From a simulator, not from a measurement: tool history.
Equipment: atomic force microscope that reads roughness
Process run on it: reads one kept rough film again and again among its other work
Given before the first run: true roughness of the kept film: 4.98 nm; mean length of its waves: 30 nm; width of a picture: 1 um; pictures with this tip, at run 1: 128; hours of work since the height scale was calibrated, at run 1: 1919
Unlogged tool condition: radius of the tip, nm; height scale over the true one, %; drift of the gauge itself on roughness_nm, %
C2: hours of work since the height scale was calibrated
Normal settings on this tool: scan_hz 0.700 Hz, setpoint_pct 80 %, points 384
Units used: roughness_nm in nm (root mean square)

run 1 hour=0.0 | scan_hz=0.700 setpoint_pct=80 points=384 | pictures_with_this_tip=128 C2=1919 | roughness_nm=3.565
-- hour=48.7 new tip fitted
run 2 hour=73.0 | scan_hz=0.700 setpoint_pct=80 points=384 | pictures_with_this_tip=49 C2=1974 | roughness_nm=3.969
run 3 hour=146.8 | scan_hz=0.700 setpoint_pct=80 points=384 | pictures_with_this_tip=198 C2=2031 | roughness_nm=3.388
-- hour=160.5 new tip fitted
run 4 hour=214.1 | scan_hz=0.700 setpoint_pct=80 points=384 | pictures_with_this_tip=108 C2=2082 | roughness_nm=3.708
-- hour=275.5 new tip fitted
run 5 hour=287.1 | scan_hz=0.700 setpoint_pct=80 points=384 | pictures_with_this_tip=23 C2=2137 | roughness_nm=4.075
-- hour=367.8 height scale calibrated on a step standard
run 6 hour=367.8 | scan_hz=0.700 setpoint_pct=80 points=384 | pictures_with_this_tip=184 C2=0 | roughness_nm=3.367
-- hour=389.3 new tip fitted
run 7 hour=414.7 | scan_hz=0.700 setpoint_pct=80 points=384 | pictures_with_this_tip=52 C2=35 | roughness_nm=4.021
run 8 hour=470.6 | scan_hz=0.700 setpoint_pct=80 points=384 | pictures_with_this_tip=164 C2=78 | roughness_nm=3.497
-- hour=504.8 new tip fitted
run 9 hour=535.7 | scan_hz=2.689 setpoint_pct=80 points=384 | pictures_with_this_tip=62 C2=127 | roughness_nm=3.712
run 10 hour=609.6 | scan_hz=0.700 setpoint_pct=80 points=280 | pictures_with_this_tip=211 C2=184 | roughness_nm=3.276
-- hour=618.7 new tip fitted
-- hour=666.8 height scale calibrated on a step standard, once more
run 11 hour=667.5 | scan_hz=0.700 setpoint_pct=80 points=280 | pictures_with_this_tip=97 C2=1 | roughness_nm=3.641
run 12 hour=711.5 | scan_hz=0.700 setpoint_pct=80 points=280 | pictures_with_this_tip=185 C2=34 | roughness_nm=3.287
-- hour=735.8 new tip fitted
run 13 hour=786.0 | scan_hz=2.106 setpoint_pct=80 points=384 | pictures_with_this_tip=101 C2=91 | roughness_nm=3.508
run 14 hour=838.7 | scan_hz=0.700 setpoint_pct=80 points=384 | pictures_with_this_tip=207 C2=131 | roughness_nm=3.274
-- hour=852.4 new tip fitted
run 15 hour=923.8 | scan_hz=0.700 setpoint_pct=80 points=384 | pictures_with_this_tip=144 C2=195 | roughness_nm=3.510
-- hour=968.0 new tip fitted
run 16 hour=1007.8 | scan_hz=0.700 setpoint_pct=80 points=384 | pictures_with_this_tip=80 C2=259 | roughness_nm=3.795
run 17 hour=1076.0 | scan_hz=0.700 setpoint_pct=81 points=384 | pictures_with_this_tip=217 C2=311 | roughness_nm=3.252
-- hour=1083.3 new tip fitted
run 18 hour=1117.5 | scan_hz=0.700 setpoint_pct=81 points=384 | pictures_with_this_tip=69 C2=342 | roughness_nm=3.841
run 19 hour=1166.3 | scan_hz=0.700 setpoint_pct=81 points=384 | pictures_with_this_tip=167 C2=380 | roughness_nm=3.446
-- hour=1201.9 new tip fitted
run 20 hour=1224.8 | scan_hz=0.700 setpoint_pct=81 points=459 | pictures_with_this_tip=46 C2=424 | roughness_nm=3.937
run 21 hour=1305.7 | scan_hz=0.700 setpoint_pct=80 points=384 | pictures_with_this_tip=209 C2=486 | roughness_nm=3.308
-- hour=1316.9 new tip fitted
run 22 hour=1387.2 | scan_hz=0.700 setpoint_pct=80 points=384 | pictures_with_this_tip=142 C2=548 | roughness_nm=3.547
-- hour=1429.6 new tip fitted
run 23 hour=1457.5 | scan_hz=0.700 setpoint_pct=60 points=384 | pictures_with_this_tip=56 C2=601 | roughness_nm=3.977
run 24 hour=1510.8 | scan_hz=0.700 setpoint_pct=80 points=1005 | pictures_with_this_tip=164 C2=641 | roughness_nm=3.482
-- hour=1544.5 new tip fitted
run 25 hour=1585.3 | scan_hz=0.700 setpoint_pct=79 points=1005 | pictures_with_this_tip=82 C2=698 | roughness_nm=3.844
run 26 hour=1644.7 | scan_hz=1.691 setpoint_pct=65 points=927 | pictures_with_this_tip=202 C2=743 | roughness_nm=3.357
-- hour=1660.2 new tip fitted
run 27 hour=1719.4 | scan_hz=2.038 setpoint_pct=65 points=797 | pictures_with_this_tip=119 C2=800 | roughness_nm=3.580
-- hour=1774.9 new tip fitted
run 28 hour=1779.3 | scan_hz=1.420 setpoint_pct=65 points=797 | pictures_with_this_tip=9 C2=845 | roughness_nm=4.208
run 29 hour=1830.4 | scan_hz=1.228 setpoint_pct=65 points=797 | pictures_with_this_tip=112 C2=884 | roughness_nm=3.682
run 30 hour=1873.1 | scan_hz=3.621 setpoint_pct=65 points=797 | pictures_with_this_tip=198 C2=917 | roughness_nm=3.278
-- hour=1888.2 new tip fitted
run 31 hour=1911.0 | scan_hz=0.658 setpoint_pct=65 points=405 | pictures_with_this_tip=46 C2=945 | roughness_nm=4.035
run 32 hour=1949.2 | scan_hz=1.459 setpoint_pct=85 points=616 | pictures_with_this_tip=123 C2=975 | roughness_nm=3.475
-- hour=2004.6 new tip fitted
run 33 hour=2016.8 | scan_hz=1.459 setpoint_pct=85 points=616 | pictures_with_this_tip=25 C2=1026 | roughness_nm=3.970
run 34 hour=2103.5 | scan_hz=1.459 setpoint_pct=85 points=616 | pictures_with_this_tip=199 C2=1092 | roughness_nm=3.253
-- hour=2116.2 new tip fitted
run 35 hour=2164.7 | scan_hz=1.388 setpoint_pct=80 points=384 | pictures_with_this_tip=98 C2=1138 | roughness_nm=3.642
-- hour=2228.5 new tip fitted
run 36 hour=2228.5 | scan_hz=1.388 setpoint_pct=80 points=384 | pictures_with_this_tip=0 C2=1187 | roughness_nm=4.152
run 37 hour=2302.8 | scan_hz=1.388 setpoint_pct=80 points=384 | pictures_with_this_tip=150 C2=1243 | roughness_nm=3.500
-- hour=2341.3 new tip fitted
run 38 hour=2350.6 | scan_hz=0.721 setpoint_pct=80 points=742 | pictures_with_this_tip=19 C2=1279 | roughness_nm=4.134
run 39 hour=2409.9 | scan_hz=1.068 setpoint_pct=85 points=380 | pictures_with_this_tip=138 C2=1325 | roughness_nm=3.540
run 40 hour=2447.9 | scan_hz=1.068 setpoint_pct=85 points=380 | pictures_with_this_tip=215 C2=1354 | roughness_nm=3.224
-- hour=2455.8 new tip fitted
run 41 hour=2489.9 | scan_hz=2.025 setpoint_pct=80 points=451 | pictures_with_this_tip=69 C2=1385 | roughness_nm=3.679
run 42 hour=2564.0 | scan_hz=2.025 setpoint_pct=80 points=451 | pictures_with_this_tip=218 C2=1442 | roughness_nm=3.195
-- hour=2569.7 new tip fitted
run 43 hour=2601.3 | scan_hz=1.333 setpoint_pct=72 points=271 | pictures_with_this_tip=64 C2=1470 | roughness_nm=3.828
run 44 hour=2640.7 | scan_hz=3.523 setpoint_pct=72 points=271 | pictures_with_this_tip=143 C2=1500 | roughness_nm=3.349
-- hour=2683.7 new tip fitted
run 45 hour=2691.6 | scan_hz=0.700 setpoint_pct=66 points=475 | pictures_with_this_tip=16 C2=1538 | roughness_nm=4.188
run 46 hour=2754.9 | scan_hz=0.700 setpoint_pct=66 points=475 | pictures_with_this_tip=143 C2=1587 | roughness_nm=3.609
-- hour=2796.0 new tip fitted
run 47 hour=2797.4 | scan_hz=0.835 setpoint_pct=68 points=475 | pictures_with_this_tip=3 C2=1619 | roughness_nm=4.250
run 48 hour=2851.8 | scan_hz=0.835 setpoint_pct=68 points=475 | pictures_with_this_tip=112 C2=1660 | roughness_nm=3.697

Hidden condition of the tool, last listed run before each entry between runs versus first listed run after:
Between runs 1 and 2: new tip fitted (hour 48.7)
  radius of the tip, nm: 17.3 -> 10.7; height scale over the true one, %: 1.88 -> 1.94
  difference, measured minus the result without the unlogged condition, roughness_nm: -0.614 -> -0.200 nm (root mean square)
Between runs 3 and 4: new tip fitted (hour 160.5)
  radius of the tip, nm: 21.1 -> 14.8; height scale over the true one, %: 1.99 -> 2.04
  difference, measured minus the result without the unlogged condition, roughness_nm: -0.816 -> -0.461 nm (root mean square)
Between runs 4 and 5: new tip fitted (hour 275.5)
  radius of the tip, nm: 14.8 -> 9.6; height scale over the true one, %: 2.04 -> 2.09
  difference, measured minus the result without the unlogged condition, roughness_nm: -0.461 -> -0.111 nm (root mean square)
Between runs 5 and 6: height scale calibrated on a step standard (hour 367.8)
  radius of the tip, nm: 9.6 -> 21.6; height scale over the true one, %: 2.09 -> 3.02
  difference, measured minus the result without the unlogged condition, roughness_nm: -0.111 -> -0.806 nm (root mean square)
Between runs 6 and 7: new tip fitted (hour 389.3)
  radius of the tip, nm: 21.6 -> 10.9; height scale over the true one, %: 3.02 -> 3.06
  difference, measured minus the result without the unlogged condition, roughness_nm: -0.806 -> -0.172 nm (root mean square)
Between runs 8 and 9: new tip fitted (hour 504.8)
  radius of the tip, nm: 19.9 -> 12.1; height scale over the true one, %: 3.1 -> 3.14
  difference, measured minus the result without the unlogged condition, roughness_nm: -0.726 -> -0.233 nm (root mean square)
Between runs 10 and 11: new tip fitted (hour 618.7); height scale calibrated on a step standard, once more (hour 666.8)
  radius of the tip, nm: 23 -> 14.6; height scale over the true one, %: 3.19 -> -0.07
  difference, measured minus the result without the unlogged condition, roughness_nm: -0.860 -> -0.526 nm (root mean square)
Between runs 12 and 13: new tip fitted (hour 735.8)
  radius of the tip, nm: 21.1 -> 14.6; height scale over the true one, %: -0.04 -> 0.02
  difference, measured minus the result without the unlogged condition, roughness_nm: -0.878 -> -0.504 nm (root mean square)
Between runs 14 and 15: new tip fitted (hour 852.4)
  radius of the tip, nm: 22.1 -> 17.1; height scale over the true one, %: 0.05 -> 0.12
  difference, measured minus the result without the unlogged condition, roughness_nm: -0.934 -> -0.662 nm (root mean square)
Between runs 15 and 16: new tip fitted (hour 968.0)
  radius of the tip, nm: 17.1 -> 12.6; height scale over the true one, %: 0.12 -> 0.18
  difference, measured minus the result without the unlogged condition, roughness_nm: -0.662 -> -0.395 nm (root mean square)
Between runs 17 and 18: new tip fitted (hour 1083.3)
  radius of the tip, nm: 22.2 -> 11.8; height scale over the true one, %: 0.23 -> 0.26
  difference, measured minus the result without the unlogged condition, roughness_nm: -0.924 -> -0.337 nm (root mean square)
Between runs 19 and 20: new tip fitted (hour 1201.9)
  radius of the tip, nm: 18.7 -> 10.4; height scale over the true one, %: 0.3 -> 0.34
  difference, measured minus the result without the unlogged condition, roughness_nm: -0.749 -> -0.240 nm (root mean square)
Between runs 21 and 22: new tip fitted (hour 1316.9)
  radius of the tip, nm: 21.4 -> 17.1; height scale over the true one, %: 0.4 -> 0.46
  difference, measured minus the result without the unlogged condition, roughness_nm: -0.884 -> -0.661 nm (root mean square)
Between runs 22 and 23: new tip fitted (hour 1429.6)
  radius of the tip, nm: 17.1 -> 11.1; height scale over the true one, %: 0.46 -> 0.51
  difference, measured minus the result without the unlogged condition, roughness_nm: -0.661 -> -0.287 nm (root mean square)
Between runs 24 and 25: new tip fitted (hour 1544.5)
  radius of the tip, nm: 18.3 -> 12.9; height scale over the true one, %: 0.56 -> 0.61
  difference, measured minus the result without the unlogged condition, roughness_nm: -0.721 -> -0.401 nm (root mean square)
Between runs 26 and 27: new tip fitted (hour 1660.2)
  radius of the tip, nm: 21.2 -> 16.1; height scale over the true one, %: 0.66 -> 0.71
  difference, measured minus the result without the unlogged condition, roughness_nm: -0.873 -> -0.585 nm (root mean square)
Between runs 27 and 28: new tip fitted (hour 1774.9)
  radius of the tip, nm: 16.1 -> 8; height scale over the true one, %: 0.71 -> 0.75
  difference, measured minus the result without the unlogged condition, roughness_nm: -0.585 -> -0.049 nm (root mean square)
Between runs 30 and 31: new tip fitted (hour 1888.2)
  radius of the tip, nm: 21 -> 10.2; height scale over the true one, %: 0.82 -> 0.85
  difference, measured minus the result without the unlogged condition, roughness_nm: -0.836 -> -0.208 nm (root mean square)
Between runs 32 and 33: new tip fitted (hour 2004.6)
  radius of the tip, nm: 15.9 -> 9.1; height scale over the true one, %: 0.88 -> 0.93
  difference, measured minus the result without the unlogged condition, roughness_nm: -0.552 -> -0.117 nm (root mean square)
Between runs 34 and 35: new tip fitted (hour 2116.2)
  radius of the tip, nm: 20.7 -> 14.4; height scale over the true one, %: 0.99 -> 1.03
  difference, measured minus the result without the unlogged condition, roughness_nm: -0.806 -> -0.467 nm (root mean square)
Between runs 35 and 36: new tip fitted (hour 2228.5)
  radius of the tip, nm: 14.4 -> 7; height scale over the true one, %: 1.03 -> 1.08
  difference, measured minus the result without the unlogged condition, roughness_nm: -0.467 -> +0.043 nm (root mean square)
Between runs 37 and 38: new tip fitted (hour 2341.3)
  radius of the tip, nm: 16.7 -> 8.8; height scale over the true one, %: 1.14 -> 1.17
  difference, measured minus the result without the unlogged condition, roughness_nm: -0.598 -> -0.089 nm (root mean square)
Between runs 40 and 41: new tip fitted (hour 2455.8)
  radius of the tip, nm: 21.9 -> 12.5; height scale over the true one, %: 1.24 -> 1.27
  difference, measured minus the result without the unlogged condition, roughness_nm: -0.857 -> -0.334 nm (root mean square)
Between runs 42 and 43: new tip fitted (hour 2569.7)
  radius of the tip, nm: 21.9 -> 12.1; height scale over the true one, %: 1.33 -> 1.35
  difference, measured minus the result without the unlogged condition, roughness_nm: -0.850 -> -0.313 nm (root mean square)
Between runs 44 and 45: new tip fitted (hour 2683.7)
  radius of the tip, nm: 17.5 -> 8.2; height scale over the true one, %: 1.38 -> 1.42
  difference, measured minus the result without the unlogged condition, roughness_nm: -0.611 -> -0.034 nm (root mean square)
Between runs 46 and 47: new tip fitted (hour 2796.0)
  radius of the tip, nm: 17.1 -> 7.7; height scale over the true one, %: 1.47 -> 1.5
  difference, measured minus the result without the unlogged condition, roughness_nm: -0.625 -> +0.007 nm (root mean square)

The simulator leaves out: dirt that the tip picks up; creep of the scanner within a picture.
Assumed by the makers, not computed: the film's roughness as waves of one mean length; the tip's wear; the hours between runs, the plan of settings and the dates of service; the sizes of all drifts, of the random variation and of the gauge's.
